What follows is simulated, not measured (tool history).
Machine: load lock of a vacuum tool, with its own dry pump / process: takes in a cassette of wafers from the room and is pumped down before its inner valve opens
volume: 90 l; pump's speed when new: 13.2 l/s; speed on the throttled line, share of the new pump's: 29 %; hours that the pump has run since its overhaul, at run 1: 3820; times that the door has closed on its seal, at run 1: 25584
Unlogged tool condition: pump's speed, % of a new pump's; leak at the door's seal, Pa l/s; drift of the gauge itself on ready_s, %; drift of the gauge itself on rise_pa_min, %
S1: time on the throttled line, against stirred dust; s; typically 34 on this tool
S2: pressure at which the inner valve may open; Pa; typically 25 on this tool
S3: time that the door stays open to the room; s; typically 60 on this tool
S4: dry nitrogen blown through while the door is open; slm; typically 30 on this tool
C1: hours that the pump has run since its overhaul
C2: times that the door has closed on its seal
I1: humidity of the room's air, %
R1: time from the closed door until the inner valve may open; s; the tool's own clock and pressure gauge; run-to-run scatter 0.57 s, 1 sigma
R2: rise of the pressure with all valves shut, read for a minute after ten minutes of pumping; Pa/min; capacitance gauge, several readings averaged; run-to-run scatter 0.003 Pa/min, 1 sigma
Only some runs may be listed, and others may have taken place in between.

run	hour	S1	S2	S3	S4	C1	C2	I1	R1	R2
1	0.0	34	25	60	30	3820	25584	46.4	84.6	0.440
2	160.8	34	25	60	30	3981	26225	45.2	84.6	0.434
3	451.8	34	25	60	30	4272	27385	43.7	83.5	0.490
4	656.9	34	25	60	30	4477	28203	44.9	83.5	0.505
5	980.1	34	30	60	30	4801	29491	48.3	83.3	0.545
6	1256.1	34	30	60	30	5077	30591	43.1	83.5	0.583
7	1467.1	34	25	60	6	5288	31432	39.6	85.9	0.636
8	1713.5	34	25	60	6	5534	32415	48.0	84.7	0.660
9	1884.0	34	25	60	6	5704	33094	42.8	85.2	0.685
# hour 2134.6: door's seal changed, seat wiped
10	2174.6	34	25	60	30	5994	160	46.0	86.0	0.035
11	2545.5	34	25	60	30	6364	1639	45.1	86.3	0.038
12	2752.7	34	25	60	30	6572	2465	46.4	85.8	0.050
13	3123.7	34	25	60	30	6943	3944	44.9	85.5	0.058
14	3403.8	34	22	60	30	7223	5060	44.2	87.4	0.070
15	3685.1	34	22	135	5	7504	6182	47.1	87.5	0.143
16	3940.7	34	25	146	32	7760	7201	44.1	87.5	0.117
17	4185.3	34	20	47	9	8004	8176	45.5	89.5	0.117
18	4479.6	34	20	47	9	8299	9349	42.7	88.6	0.130
19	4724.8	34	20	26	9	8544	10327	44.5	88.6	0.123
20	5017.9	19	25	146	30	8837	11495	45.0	78.0	0.176
21	5227.6	19	25	146	30	9047	12331	47.1	77.9	0.195
22	5608.8	34	46	60	25	9428	13851	45.7	83.0	0.193
23	5955.5	34	46	60	25	9774	15233	44.5	82.5	0.220
24	6209.9	34	35	60	25	10029	16247	48.5	85.1	0.241

Below are 5 alternative next runs, each starting from the tool's condition after run 24. Predict each:
A	6542.9	37	25	60	29	10362	17575	44.9	?	?
B	6542.9	34	35	60	9	10362	17575	47.7	?	?
C	6542.9	34	41	60	25	10362	17575	44.5	?	?
D	6542.9	63	20	67	25	10362	17575	40.6	?	?
E	6542.9	34	35	60	5	10362	17575	45.0	?	?

run	R1	R2
A	91.0	0.259
B	85.7	0.276
C	84.1	0.255
D	109.9	0.263
E	86.1	0.271
With no hidden state in the tool, these same runs would have given:
run	R1	R2
A	83.3	0.029
B	78.4	0.042
C	77.0	0.024
D	103.2	0.030
E	78.7	0.042

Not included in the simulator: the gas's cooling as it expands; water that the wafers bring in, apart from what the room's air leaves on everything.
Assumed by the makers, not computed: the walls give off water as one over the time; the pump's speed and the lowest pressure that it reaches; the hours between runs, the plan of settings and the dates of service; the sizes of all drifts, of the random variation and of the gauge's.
